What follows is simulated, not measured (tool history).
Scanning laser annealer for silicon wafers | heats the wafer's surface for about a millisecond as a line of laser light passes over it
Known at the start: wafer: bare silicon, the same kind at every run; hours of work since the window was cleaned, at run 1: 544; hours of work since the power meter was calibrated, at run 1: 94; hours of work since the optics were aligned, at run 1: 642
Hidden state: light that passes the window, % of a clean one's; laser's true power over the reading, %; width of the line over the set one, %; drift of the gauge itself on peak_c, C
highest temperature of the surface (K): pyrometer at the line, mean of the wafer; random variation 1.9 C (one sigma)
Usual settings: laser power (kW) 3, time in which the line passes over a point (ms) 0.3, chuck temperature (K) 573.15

run	hour	laser power (kW)	time in which the line passes over a point (ms)	chuck temperature (K)	hours of work since the window was cleaned	hours of work since the power meter was calibrated	hours of work since the optics were aligned	highest temperature of the surface (K)
1	0	3	0.3	573.15	544	94	642	1379.15
2	11	3	0.3	573.15	549	99	647	1375.15
3	25.6	3	0.3	573.15	556	106	653	1372.15
4	47	3	0.3	573.15	566	116	663	1373.15
5	63.9	3	0.3	573.15	574	124	671	1370.15
6	79.7	3	0.3	573.15	581	131	679	1375.15
7	94.8	3	0.3	573.15	588	138	686	1375.15
8	107.5	2.581	0.3	573.15	594	144	692	1225.15
9	117.3	2.581	0.3	573.15	599	149	696	1225.15
10	136	2.874	0.3	573.15	607	157	705	1327.15
11	149.7	2.736	0.3	573.15	614	164	711	1281.15
12	161.2	2.736	0.285	537.15	619	169	717	1221.15
# hour 165.3: laser's power meter calibrated
13	179.2	2.675	0.355	598.15	626	6	724	1352.15
14	201	2.675	0.355	598.15	636	17	734	1350.15
15	220.2	2.675	0.269	594.15	645	26	743	1237.15
16	230.3	3.294	0.222	594.15	650	30	747	1357.15

The next listed run, before its measurement:
17	241	2.984	0.222	594.15	655	35	752	?

Run 17 gave highest temperature of the surface (K) 1266.15.
Without the tool's hidden state the same run would have given highest temperature of the surface (K) 1300.15.

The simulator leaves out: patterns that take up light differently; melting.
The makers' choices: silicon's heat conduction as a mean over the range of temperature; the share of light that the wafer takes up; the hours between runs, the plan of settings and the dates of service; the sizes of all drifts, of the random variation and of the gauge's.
